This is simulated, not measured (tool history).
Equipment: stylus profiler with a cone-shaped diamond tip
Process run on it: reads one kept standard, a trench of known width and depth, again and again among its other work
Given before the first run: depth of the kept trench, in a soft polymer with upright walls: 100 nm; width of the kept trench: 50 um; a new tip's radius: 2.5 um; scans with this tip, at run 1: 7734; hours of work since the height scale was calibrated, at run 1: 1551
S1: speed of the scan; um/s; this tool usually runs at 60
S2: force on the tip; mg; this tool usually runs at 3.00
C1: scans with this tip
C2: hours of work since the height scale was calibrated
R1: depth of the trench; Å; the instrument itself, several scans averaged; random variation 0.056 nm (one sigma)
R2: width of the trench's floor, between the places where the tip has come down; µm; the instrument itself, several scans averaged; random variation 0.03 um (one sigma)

| run | hour | S1 | S2 | C1 | C2 | R1 | R2 |
|---|---|---|---|---|---|---|---|
| 1 | 0.0 | 60 | 3.00 | 7734 | 1551 | 1013.0 | 47.88 |
| 2 | 65.3 | 60 | 2.10 | 7911 | 1587 | 1010.8 | 47.76 |
| 3 | 108.8 | 60 | 3.00 | 8029 | 1610 | 1012.5 | 47.84 |
| 4 | 166.1 | 60 | 3.00 | 8185 | 1641 | 1012.7 | 47.79 |
| 5 | 228.1 | 60 | 3.00 | 8353 | 1675 | 1013.7 | 47.70 |
| 6 | 265.0 | 79 | 3.00 | 8453 | 1695 | 1013.6 | 47.72 |
| 7 | 321.0 | 79 | 3.00 | 8605 | 1726 | 1013.7 | 47.70 |
| 8 | 374.8 | 79 | 3.00 | 8751 | 1755 | 1012.8 | 47.68 |
| 9 | 440.4 | 60 | 3.00 | 8929 | 1791 | 1014.5 | 47.77 |
| 10 | 508.0 | 60 | 3.95 | 9112 | 1827 | 1016.2 | 47.73 |
| 11 | 576.2 | 64 | 3.00 | 9297 | 1865 | 1013.6 | 47.71 |
| 12 | 614.7 | 64 | 3.00 | 9402 | 1885 | 1013.6 | 47.67 |
| 13 | 656.6 | 203 | 1.32 | 9516 | 1908 | 1010.1 | 46.89 |
| 14 | 731.9 | 124 | 1.78 | 9720 | 1949 | 1011.5 | 47.31 |
|  | 739.0 | height scale calibrated on a step standard |
| 15 | 784.0 | 124 | 1.78 | 9860 | 25 | 1013.4 | 47.33 |
| 16 | 834.5 | 124 | 1.78 | 9997 | 52 | 1014.0 | 47.34 |
| 17 | 877.8 | 33 | 7.44 | 10114 | 76 | 1025.1 | 47.81 |
| 18 | 938.7 | 33 | 7.44 | 10280 | 109 | 1026.0 | 47.81 |
|  | 1018.0 | height scale calibrated on a step standard, once more |
| 19 | 1020.9 | 33 | 7.44 | 10502 | 2 | 1018.1 | 47.75 |
| 20 | 1056.8 | 20 | 2.50 | 10599 | 21 | 1008.9 | 47.73 |
| 21 | 1139.5 | 16 | 5.06 | 10823 | 66 | 1014.1 | 47.87 |

Hidden condition of the tool, last listed run before each entry between runs versus first listed run after:
Runs 14 to 15: height scale calibrated on a step standard (hour 739.0)
  radius of the tip, um: 5.63 -> 5.68; height scale over the true one, %: 0.426 -> 0.658
  measured less the result without the state, R1: +4.3 -> +6.6 Å; R2: -0.72 -> -0.72 µm
Runs 18 to 19: height scale calibrated on a step standard, once more (hour 1018.0)
  radius of the tip, um: 5.81 -> 5.89; height scale over the true one, %: 0.675 -> 0.008
  measured less the result without the state, R1: +6.9 -> +0.1 Å; R2: -0.74 -> -0.76 µm
